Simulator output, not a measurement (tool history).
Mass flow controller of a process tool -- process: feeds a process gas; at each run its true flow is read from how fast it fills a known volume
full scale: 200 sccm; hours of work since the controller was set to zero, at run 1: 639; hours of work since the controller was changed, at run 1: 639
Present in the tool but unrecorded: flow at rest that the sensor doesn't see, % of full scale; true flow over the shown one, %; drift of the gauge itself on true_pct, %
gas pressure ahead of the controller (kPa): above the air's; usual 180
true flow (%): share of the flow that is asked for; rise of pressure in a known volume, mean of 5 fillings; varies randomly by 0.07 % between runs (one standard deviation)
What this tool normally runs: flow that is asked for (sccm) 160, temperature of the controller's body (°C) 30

| run | hour | flow that is asked for (sccm) | gas pressure ahead of the controller (kPa) | temperature of the controller's body (°C) | hours of work since the controller was set to zero | hours of work since the controller was changed | true flow (%) |
|---|---|---|---|---|---|---|---|
| 1 | 0 | 160 | 180 | 30 | 639 | 639 | 99.71 |
| 2 | 243.6 | 160 | 180 | 30 | 827 | 827 | 99.85 |
| 3 | 544.1 | 160 | 180 | 30 | 1058 | 1058 | 99.89 |
| 4 | 837.6 | 160 | 180 | 30 | 1285 | 1285 | 100.1 |
| 5 | 1202.8 | 160 | 180 | 30 | 1566 | 1566 | 100.21 |
| 6 | 1523.2 | 160 | 180 | 30 | 1813 | 1813 | 100.26 |
| 7 | 1764.5 | 160 | 180 | 30 | 1999 | 1999 | 100.28 |
| 8 | 2069.6 | 160 | 180 | 30 | 2234 | 2234 | 100.43 |
| 9 | 2427.5 | 160 | 180 | 30 | 2510 | 2510 | 100.54 |
| 10 | 2594.5 | 160 | 180 | 30 | 2638 | 2638 | 100.44 |
| 11 | 2833.9 | 31 | 180 | 30 | 2823 | 2823 | 100.85 |
| 12 | 3061.1 | 31 | 180 | 30 | 2998 | 2998 | 101.04 |
| 13 | 3269.6 | 62 | 180 | 30 | 3158 | 3158 | 100.33 |
| 14 | 3628.2 | 160 | 180 | 30 | 3435 | 3435 | 101 |
| 15 | 3916.6 | 160 | 180 | 30 | 3657 | 3657 | 101.04 |
| 16 | 4192.3 | 160 | 180 | 23 | 3869 | 3869 | 100.96 |
| 17 | 4512.5 | 160 | 180 | 23 | 4116 | 4116 | 101.1 |
| 18 | 4797.4 | 160 | 180 | 23 | 4336 | 4336 | 101.08 |
| 19 | 4982.3 | 160 | 180 | 34 | 4478 | 4478 | 101.57 |
| 20 | 5194.6 | 160 | 180 | 30 | 4642 | 4642 | 101.36 |
| 21 | 5455.7 | 160 | 149 | 39 | 4843 | 4843 | 101.59 |
| 22 | 5712.8 | 29 | 223 | 31 | 5041 | 5041 | 104.3 |
| 23 | 6080.9 | 160 | 180 | 30 | 5325 | 5325 | 101.85 |
| 24 | 6388.8 | 28 | 200 | 32 | 5562 | 5562 | 104.99 |
| 25 | 6744.9 | 100 | 154 | 27 | 5836 | 5836 | 101.48 |
| 26 | 6913.6 | 160 | 238 | 36 | 5966 | 5966 | 102.5 |
| 27 | 7169.6 | 160 | 180 | 22 | 6164 | 6164 | 102.01 |
| 28 | 7323.8 | 25 | 241 | 30 | 6282 | 6282 | 107.12 |
| 29 | 7652.8 | 98 | 278 | 31 | 6536 | 6536 | 102.48 |
| 30 | 7870.8 | 98 | 278 | 31 | 6704 | 6704 | 102.57 |
| 31 | 8240.5 | 175 | 278 | 26 | 6989 | 6989 | 102.92 |
| 32 | 8563.4 | 175 | 180 | 20 | 7238 | 7238 | 102.4 |
| 33 | 8890.8 | 32 | 231 | 33 | 7490 | 7490 | 106.82 |
| 34 | 9096.2 | 28 | 231 | 36 | 7648 | 7648 | 108.13 |
| 35 | 9459.6 | 23 | 164 | 30 | 7928 | 7928 | 110.28 |
| 36 | 9675.5 | 23 | 214 | 36 | 8094 | 8094 | 110.79 |
| 37 | 9991.2 | 55 | 169 | 30 | 8338 | 8338 | 104.41 |
| 38 | 10299.4 | 55 | 169 | 30 | 8575 | 8575 | 104.77 |
| 39 | 10603.8 | 38 | 169 | 30 | 8810 | 8810 | 107.01 |

Per-run results on a tool with no hidden state, each run keeping its own random variation:
| run | true flow (%) |
|---|---|
| 1 | 99.32 |
| 2 | 99.38 |
| 3 | 99.31 |
| 4 | 99.42 |
| 5 | 99.42 |
| 6 | 99.36 |
| 7 | 99.3 |
| 8 | 99.36 |
| 9 | 99.34 |
| 10 | 99.19 |
| 11 | 97.07 |
| 12 | 97.05 |
| 13 | 97.82 |
| 14 | 99.4 |
| 15 | 99.35 |
| 16 | 99.17 |
| 17 | 99.21 |
| 18 | 99.09 |
| 19 | 99.52 |
| 20 | 99.25 |
| 21 | 99.39 |
| 22 | 97.35 |
| 23 | 99.43 |
| 24 | 97.09 |
| 25 | 98.14 |
| 26 | 99.82 |
| 27 | 99.23 |
| 28 | 97.36 |
| 29 | 98.71 |
| 30 | 98.7 |
| 31 | 99.92 |
| 32 | 99.3 |
| 33 | 97.34 |
| 34 | 97.31 |
| 35 | 97.01 |
| 36 | 97.28 |
| 37 | 97.44 |
| 38 | 97.6 |
| 39 | 97.27 |
